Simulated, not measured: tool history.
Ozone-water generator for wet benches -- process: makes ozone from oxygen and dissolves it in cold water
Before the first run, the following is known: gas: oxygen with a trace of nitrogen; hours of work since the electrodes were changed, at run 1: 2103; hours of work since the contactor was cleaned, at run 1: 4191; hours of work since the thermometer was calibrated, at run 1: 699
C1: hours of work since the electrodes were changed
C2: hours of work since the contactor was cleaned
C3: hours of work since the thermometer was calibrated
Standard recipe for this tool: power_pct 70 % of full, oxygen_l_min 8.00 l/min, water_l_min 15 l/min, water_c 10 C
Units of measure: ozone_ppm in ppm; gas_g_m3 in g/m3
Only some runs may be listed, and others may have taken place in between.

{"run": 1, "hour": 0.0, "power_pct": 70, "oxygen_l_min": 8.0, "water_l_min": 15, "water_c": 10, "C1": 2103, "C2": 4191, "C3": 699, "ozone_ppm": 35.6, "gas_g_m3": 183.5}
{"run": 2, "hour": 77.6, "power_pct": 70, "oxygen_l_min": 8.0, "water_l_min": 15, "water_c": 10, "C1": 2157, "C2": 4245, "C3": 753, "ozone_ppm": 35.9, "gas_g_m3": 182.5}
{"run": 3, "hour": 149.2, "power_pct": 70, "oxygen_l_min": 8.0, "water_l_min": 15, "water_c": 10, "C1": 2207, "C2": 4295, "C3": 803, "ozone_ppm": 35.6, "gas_g_m3": 183.1}
{"run": 4, "hour": 200.3, "power_pct": 70, "oxygen_l_min": 8.0, "water_l_min": 15, "water_c": 10, "C1": 2243, "C2": 4330, "C3": 839, "ozone_ppm": 35.4, "gas_g_m3": 184.4}
{"run": 5, "hour": 231.6, "power_pct": 70, "oxygen_l_min": 8.0, "water_l_min": 22, "water_c": 10, "C1": 2264, "C2": 4352, "C3": 860, "ozone_ppm": 26.9, "gas_g_m3": 184.2}
{"run": 6, "hour": 295.2, "power_pct": 70, "oxygen_l_min": 8.0, "water_l_min": 12, "water_c": 10, "C1": 2309, "C2": 4396, "C3": 905, "ozone_ppm": 40.9, "gas_g_m3": 184.3}
{"run": 7, "hour": 348.2, "power_pct": 70, "oxygen_l_min": 8.0, "water_l_min": 12, "water_c": 10, "C1": 2345, "C2": 4433, "C3": 941, "ozone_ppm": 40.7, "gas_g_m3": 183.7}
{"run": 8, "hour": 385.0, "power_pct": 70, "oxygen_l_min": 8.0, "water_l_min": 15, "water_c": 10, "C1": 2371, "C2": 4458, "C3": 967, "ozone_ppm": 35.8, "gas_g_m3": 183.8}
{"run": 9, "hour": 459.0, "power_pct": 70, "oxygen_l_min": 8.0, "water_l_min": 15, "water_c": 16, "C1": 2422, "C2": 4510, "C3": 1018, "ozone_ppm": 31.7, "gas_g_m3": 183.6}
{"run": 10, "hour": 532.9, "power_pct": 70, "oxygen_l_min": 8.0, "water_l_min": 15, "water_c": 16, "C1": 2474, "C2": 4561, "C3": 1070, "ozone_ppm": 31.7, "gas_g_m3": 184.1}
{"run": 11, "hour": 585.7, "power_pct": 70, "oxygen_l_min": 8.0, "water_l_min": 15, "water_c": 16, "C1": 2510, "C2": 4598, "C3": 1106, "ozone_ppm": 32.0, "gas_g_m3": 182.4}
{"run": 12, "hour": 620.2, "power_pct": 70, "oxygen_l_min": 9.62, "water_l_min": 9, "water_c": 16, "C1": 2534, "C2": 4622, "C3": 1130, "ozone_ppm": 40.1, "gas_g_m3": 169.8}
{"run": 13, "hour": 667.3, "power_pct": 70, "oxygen_l_min": 6.91, "water_l_min": 15, "water_c": 9, "C1": 2567, "C2": 4655, "C3": 1163, "ozone_ppm": 36.3, "gas_g_m3": 196.0}
{"run": 14, "hour": 720.7, "power_pct": 63, "oxygen_l_min": 9.0, "water_l_min": 15, "water_c": 9, "C1": 2604, "C2": 4692, "C3": 1200, "ozone_ppm": 33.9, "gas_g_m3": 163.8}
{"run": 15, "hour": 790.4, "power_pct": 81, "oxygen_l_min": 8.23, "water_l_min": 15, "water_c": 10, "C1": 2653, "C2": 4740, "C3": 1249, "ozone_ppm": 39.1, "gas_g_m3": 198.3}
{"run": 16, "hour": 846.5, "power_pct": 86, "oxygen_l_min": 6.88, "water_l_min": 23, "water_c": 15, "C1": 2692, "C2": 4779, "C3": 1288, "ozone_ppm": 26.5, "gas_g_m3": 221.5}
{"run": 17, "hour": 886.8, "power_pct": 70, "oxygen_l_min": 9.07, "water_l_min": 16, "water_c": 10, "C1": 2720, "C2": 4807, "C3": 1316, "ozone_ppm": 34.1, "gas_g_m3": 173.4}
{"run": 18, "hour": 949.0, "power_pct": 67, "oxygen_l_min": 9.07, "water_l_min": 10, "water_c": 10, "C1": 2763, "C2": 4850, "C3": 1359, "ozone_ppm": 43.2, "gas_g_m3": 170.8}
{"run": 19, "hour": 991.7, "power_pct": 57, "oxygen_l_min": 8.0, "water_l_min": 15, "water_c": 5, "C1": 2793, "C2": 4880, "C3": 1389, "ozone_ppm": 34.3, "gas_g_m3": 162.1}
{"run": 20, "hour": 1043.0, "power_pct": 57, "oxygen_l_min": 8.0, "water_l_min": 15, "water_c": 5, "C1": 2828, "C2": 4916, "C3": 1424, "ozone_ppm": 34.1, "gas_g_m3": 162.5}
{"run": 21, "hour": 1082.2, "power_pct": 72, "oxygen_l_min": 6.4, "water_l_min": 14, "water_c": 10, "C1": 2855, "C2": 4943, "C3": 1451, "ozone_ppm": 37.3, "gas_g_m3": 203.9}

Branching from run 21: 3 alternative next runs. What would each branch give?
{"hour": 1147.7, "done": "contactor cleaned"}
{"run": "A", "hour": 1163.4, "power_pct": 45, "oxygen_l_min": 8.0, "water_l_min": 12, "water_c": 14, "C1": 2909, "C2": 11, "C3": 1505, "ozone_ppm": "?", "gas_g_m3": "?"}
{"hour": 1147.7, "done": "contactor cleaned"}
{"run": "B", "hour": 1163.4, "power_pct": 97, "oxygen_l_min": 6.53, "water_l_min": 14, "water_c": 7, "C1": 2909, "C2": 11, "C3": 1505, "ozone_ppm": "?", "gas_g_m3": "?"}
{"hour": 1147.7, "done": "contactor cleaned"}
{"run": "C", "hour": 1163.4, "power_pct": 72, "oxygen_l_min": 7.05, "water_l_min": 14, "water_c": 14, "C1": 2909, "C2": 11, "C3": 1505, "ozone_ppm": "?", "gas_g_m3": "?"}

run=A ozone_ppm=28.8 gas_g_m3=141.8
run=B ozone_ppm=46.9 gas_g_m3=241.5
run=C ozone_ppm=34.7 gas_g_m3=199.2
With the hidden condition removed and each run's random variation left untouched, the same runs would have given:
run=A ozone_ppm=28.8 gas_g_m3=142.0
run=B ozone_ppm=47.0 gas_g_m3=241.9
run=C ozone_ppm=34.8 gas_g_m3=199.6

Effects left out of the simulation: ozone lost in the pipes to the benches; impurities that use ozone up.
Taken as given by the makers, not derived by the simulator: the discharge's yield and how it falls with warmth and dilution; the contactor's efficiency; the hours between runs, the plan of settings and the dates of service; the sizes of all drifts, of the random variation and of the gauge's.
